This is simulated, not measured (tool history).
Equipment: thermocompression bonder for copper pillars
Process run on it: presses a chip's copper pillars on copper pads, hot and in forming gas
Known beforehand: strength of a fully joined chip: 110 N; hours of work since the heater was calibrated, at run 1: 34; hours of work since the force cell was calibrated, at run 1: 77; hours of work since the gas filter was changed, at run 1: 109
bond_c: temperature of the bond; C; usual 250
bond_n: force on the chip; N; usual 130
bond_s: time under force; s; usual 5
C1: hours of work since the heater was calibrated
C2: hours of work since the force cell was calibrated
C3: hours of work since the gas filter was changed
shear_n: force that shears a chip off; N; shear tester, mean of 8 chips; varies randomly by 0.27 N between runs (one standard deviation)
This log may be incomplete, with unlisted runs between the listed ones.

Run 1, hour 0.0: usual settings; C1 34; C2 77; C3 109. Result: shear_n 38.5 N.
Run 2, hour 11.1: usual settings; C1 40; C2 83; C3 116. Result: shear_n 38.5 N.
Run 3, hour 22.1: usual settings; C1 47; C2 89; C3 122. Result: shear_n 38.3 N.
Run 4, hour 30.0: usual settings; C1 51; C2 93; C3 126. Result: shear_n 38.1 N.
Run 5, hour 41.1: usual settings but bond_c 247 C; C1 57; C2 100; C3 132. Result: shear_n 36.3 N.
Run 6, hour 49.8: usual settings; C1 62; C2 105; C3 137. Result: shear_n 38.3 N.
Run 7, hour 58.1: usual settings; C1 67; C2 109; C3 142. Result: shear_n 37.8 N.
Run 8, hour 65.8: usual settings; C1 71; C2 114; C3 146. Result: shear_n 37.8 N.
Run 9, hour 71.9: usual settings; C1 75; C2 117; C3 150. Result: shear_n 38.3 N.
Run 10, hour 82.2: usual settings; C1 80; C2 123; C3 156. Result: shear_n 38.2 N.
Run 11, hour 91.5: usual settings; C1 86; C2 128; C3 161. Result: shear_n 38.0 N.
Run 12, hour 102.3: usual settings; C1 92; C2 134; C3 167. Result: shear_n 38.0 N.
Run 13, hour 112.7: usual settings but bond_c 263 C, bond_n 90 N, bond_s 3 s; C1 98; C2 140; C3 173. Result: shear_n 26.3 N.
Run 14, hour 123.7: usual settings but bond_c 263 C, bond_n 90 N, bond_s 3 s; C1 104; C2 146; C3 179. Result: shear_n 26.4 N.
Run 15, hour 132.1: usual settings but bond_c 256 C, bond_n 90 N, bond_s 11 s; C1 109; C2 151; C3 184. Result: shear_n 40.6 N.
Run 16, hour 138.0: usual settings but bond_c 259 C, bond_n 179 N, bond_s 11 s; C1 112; C2 154; C3 187. Result: shear_n 72.0 N.

Run 17, settings as shown, results not yet in. Your forecast:
Run 17, hour 147.0: usual settings but bond_c 259 C, bond_n 179 N, bond_s 11 s; C1 117; C2 159; C3 192. Result: shear_n ?.

Run 17 yielded shear_n 71.5 N.
With no hidden state in the tool, this same run would have given shear_n 73.4 N.

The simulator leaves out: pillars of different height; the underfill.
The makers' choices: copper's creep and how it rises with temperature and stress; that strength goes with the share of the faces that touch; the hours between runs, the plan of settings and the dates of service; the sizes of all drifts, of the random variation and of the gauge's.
